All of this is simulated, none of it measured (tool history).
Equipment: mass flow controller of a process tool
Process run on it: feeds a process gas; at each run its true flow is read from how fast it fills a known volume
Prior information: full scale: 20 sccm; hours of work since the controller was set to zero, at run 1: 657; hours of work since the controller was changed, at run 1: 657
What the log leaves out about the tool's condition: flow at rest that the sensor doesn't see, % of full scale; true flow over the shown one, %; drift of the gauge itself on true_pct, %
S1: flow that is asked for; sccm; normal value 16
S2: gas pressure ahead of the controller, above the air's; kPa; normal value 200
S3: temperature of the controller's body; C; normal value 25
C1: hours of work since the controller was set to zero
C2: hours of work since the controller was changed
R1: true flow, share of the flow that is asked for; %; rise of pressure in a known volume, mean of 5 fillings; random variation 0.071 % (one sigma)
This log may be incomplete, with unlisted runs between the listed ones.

run	hour	S1	S2	S3	C1	C2	R1
1	0	16	200	25	657	657	99.62
2	240.1	16	200	25	829	829	99.54
3	555.9	16	200	25	1055	1055	99.51
4	841.4	16	200	25	1259	1259	99.5
5	1082.7	16	199	25	1432	1432	99.42
6	1253.2	16	199	25	1554	1554	99.45
7	1496.4	16	199	25	1728	1728	99.47
8	1644.5	16	199	23	1834	1834	99.12
9	1953.2	2	200	25	2055	2055	98.12
10	2252.9	2	200	25	2269	2269	98.09
11	2535	2	200	25	2471	2471	98.05
12	2775.2	16	175	25	2643	2643	99.31
13	3064.1	16	175	25	2849	2849	99.24
14	3380.5	16	175	25	3076	3076	99.28
15	3606.9	10	175	25	3238	3238	98.73
16	3856.1	10	175	25	3416	3416	98.64
17	4009.3	10	175	25	3526	3526	98.55
18	4266.5	10	175	25	3710	3710	98.43
19	4437.7	16	200	37	3832	3832	99.49
20	4738.3	16	200	37	4047	4047	99.39
21	4919.7	16	200	34	4177	4177	99.3
22	5114.8	2	189	25	4316	4316	97.62
23	5291.6	16	142	29	4443	4443	99.26
24	5433.6	3	143	24	4545	4545	97.88
# hour 5497.7: gauge calibrated
25	5705.2	2	200	25	4739	4739	98.43
26	6012.9	2	200	25	4959	4959	98.38
27	6208.6	11	244	25	5099	5099	98.76
28	6470.5	7	244	25	5286	5286	98.34
29	6760.3	7	244	25	5494	5494	98.38
30	6904.3	16	164	21	5597	5597	99.44
31	7215.7	9	164	32	5820	5820	99.21
32	7460.4	9	164	32	5995	5995	99.25
33	7596.6	16	242	25	6092	6092	98.86
34	7813.3	16	242	25	6247	6247	98.98
35	8010	16	218	25	6388	6388	99.17

For each entry between runs, how does the tool's hidden state at the last listed run before it compare with that at the first listed run after it?
From run 24 to run 25: gauge calibrated (hour 5497.7)
  drift of the gauge itself on true_pct, %: -0.91 -> -0.03
  measured minus no-state result, R1: -0.92 -> -0.06 %

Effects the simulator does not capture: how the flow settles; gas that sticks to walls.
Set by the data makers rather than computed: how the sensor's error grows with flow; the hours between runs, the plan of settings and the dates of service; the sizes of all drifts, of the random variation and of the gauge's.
